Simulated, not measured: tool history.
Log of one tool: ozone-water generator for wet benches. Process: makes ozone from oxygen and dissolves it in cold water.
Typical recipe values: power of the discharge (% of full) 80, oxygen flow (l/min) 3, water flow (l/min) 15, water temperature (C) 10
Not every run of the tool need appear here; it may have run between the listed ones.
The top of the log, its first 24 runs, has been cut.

run     day  power of the discharge (% of full)  oxygen flow (l/min)  water flow (l/min)  water temperature (C)  dissolved ozone (ppm)  ozone in the gas ahead of the water (g/m3)
 25  55.033                                  80                  1.6                  17                     10                   19.7                                       315.1
 26  57.321                                  83                 4.93                  17                     10                   22.8                                       164.5
 27  59.775                                  83                 4.93                  17                     10                   22.6                                       166.1
 28  62.917                                  83                 4.93                  17                     10                     23                                       164.8
 29  64.362                                  61                 2.01                  15                      6                   21.1                                       240.4
 30  66.462                                  52                 4.53                  19                     14                   15.5                                       135.4
 31  67.871                                  52                 4.53                  19                     14                   15.4                                       135.3
 32  70.467                                  52                 4.53                  19                     14                   15.6                                       135.3

Alternative continuations, all from the tool just after run 32; predict every row:
  A  72.804                                  52                 1.55                  19                     13                      ?                                           ?
  B  72.804                                  80                 1.88                  15                     10                      ?                                           ?
  C  72.804                                  52                 4.53                  19                      7                      ?                                           ?
  D  72.804                                  97                 1.94                  15                     10                      ?                                           ?
  E  72.804                                  80                    3                  12                      7                      ?                                           ?

run  dissolved ozone (ppm)  ozone in the gas ahead of the water (g/m3)
  A                   13.6                                       257.6
  B                   23.5                                       282.6
  C                   16.9                                       137.2
  D                     26                                       306.1
  E                   31.3                                         216
Without the tool's unlogged condition, the same runs would have read:
run  dissolved ozone (ppm)  ozone in the gas ahead of the water (g/m3)
  A                   13.6                                       264.4
  B                   23.6                                       290.3
  C                     17                                       140.8
  D                   26.1                                       314.6
  E                   31.4                                       221.9
